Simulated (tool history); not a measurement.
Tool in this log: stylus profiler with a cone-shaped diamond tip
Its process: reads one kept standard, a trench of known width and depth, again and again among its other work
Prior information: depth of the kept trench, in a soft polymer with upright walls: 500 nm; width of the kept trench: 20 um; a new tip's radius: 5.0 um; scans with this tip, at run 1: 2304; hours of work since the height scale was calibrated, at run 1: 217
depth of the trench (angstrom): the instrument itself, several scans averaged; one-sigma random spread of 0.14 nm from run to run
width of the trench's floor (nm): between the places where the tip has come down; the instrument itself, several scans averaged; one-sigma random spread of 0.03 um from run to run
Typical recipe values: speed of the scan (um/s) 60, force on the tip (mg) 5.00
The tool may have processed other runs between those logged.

run	hour	speed of the scan (um/s)	force on the tip (mg)	scans with this tip	hours of work since the height scale was calibrated	depth of the trench (angstrom)	width of the trench's floor (nm)
1	0.0	60	5.00	2304	217	5085.1	15220
2	54.5	60	5.00	2732	257	5088.4	15180
3	131.2	60	5.00	3335	314	5084.9	15160
4	176.1	60	5.00	3688	347	5087.7	15120
5	229.6	60	12.26	4108	386	5156.7	15190
6	312.5	97	5.00	4760	448	5084.6	14920
7	391.7	36	5.00	5382	506	5083.0	15020
8	460.2	36	9.05	5920	557	5124.8	15030
9	533.1	36	9.05	6493	611	5123.3	14990
10	607.0	36	9.05	7073	665	5125.5	14990
11	694.4	60	5.00	7760	730	5077.0	14840
12	774.9	60	5.00	8393	790	5078.7	14710
13	837.4	60	3.42	8883	836	5057.6	14660
14	882.4	60	3.42	9237	869	5060.5	14610
15	971.1	60	3.42	9934	935	5057.2	14520
16	1016.8	42	3.42	10294	968	5056.1	14550
17	1057.3	42	3.42	10612	998	5056.7	14530
18	1103.2	203	5.00	10972	1032	5075.8	14130
19	1143.1	60	5.00	11285	1062	5075.3	14550
20	1220.1	60	5.00	11891	1119	5073.2	14400
21	1270.4	60	5.00	12286	1156	5072.8	14410
22	1341.2	60	5.00	12842	1208	5070.8	14320
23	1409.3	60	5.00	13377	1258	5070.8	14320
24	1476.1	21	2.75	13903	1308	5038.1	14270
25	1550.9	145	4.35	14490	1363	5060.9	13910
# hour 1578.4: new tip fitted, height scale calibrated
26	1616.0	145	4.35	295	28	5078.4	15100
27	1681.4	60	6.42	810	76	5102.9	15330
28	1753.8	60	6.42	1378	130	5098.8	15300
29	1833.8	60	6.42	2007	189	5102.2	15200
30	1916.7	51	12.26	2659	250	5156.7	15220
31	1997.1	81	1.80	3290	310	5037.5	14880
32	2079.8	61	8.90	3940	371	5123.4	15110
33	2118.0	70	1.85	4241	399	5037.1	14820
34	2202.4	159	2.09	4903	461	5040.0	14370
35	2265.9	27	4.31	5403	508	5073.1	14970
36	2330.0	27	4.31	5906	556	5071.5	14960
37	2420.7	36	4.31	6619	623	5068.6	14820
38	2511.0	36	12.12	7328	689	5149.9	14810
39	2601.0	172	11.51	8035	756	5142.3	14480
40	2676.4	57	2.58	8628	812	5041.7	14580
41	2717.1	27	5.00	8947	842	5074.0	14730
42	2762.4	138	2.18	9303	875	5033.6	14110
43	2828.4	40	3.22	9822	924	5051.6	14540
44	2886.0	124	3.22	10274	967	5049.4	14250
45	2973.2	24	5.07	10960	1031	5072.2	14490
46	3025.9	31	5.36	11374	1070	5072.5	14500

What if the next run were any one of these 3? Each begins from the tool's condition after run 46:
A	3074.9	118	5.36	11759	1106	?	?
B	3074.9	31	12.34	11759	1106	?	?
C	3074.9	31	4.51	11759	1106	?	?

run	depth of the trench (angstrom)	width of the trench's floor (nm)
A	5071.6	14240
B	5144.6	14560
C	5064.0	14480
Take away the tool's hidden state, keep each run's random variation, and the runs would have read:
run	depth of the trench (angstrom)	width of the trench's floor (nm)
A	5092.2	15330
B	5165.5	15650
C	5084.6	15570

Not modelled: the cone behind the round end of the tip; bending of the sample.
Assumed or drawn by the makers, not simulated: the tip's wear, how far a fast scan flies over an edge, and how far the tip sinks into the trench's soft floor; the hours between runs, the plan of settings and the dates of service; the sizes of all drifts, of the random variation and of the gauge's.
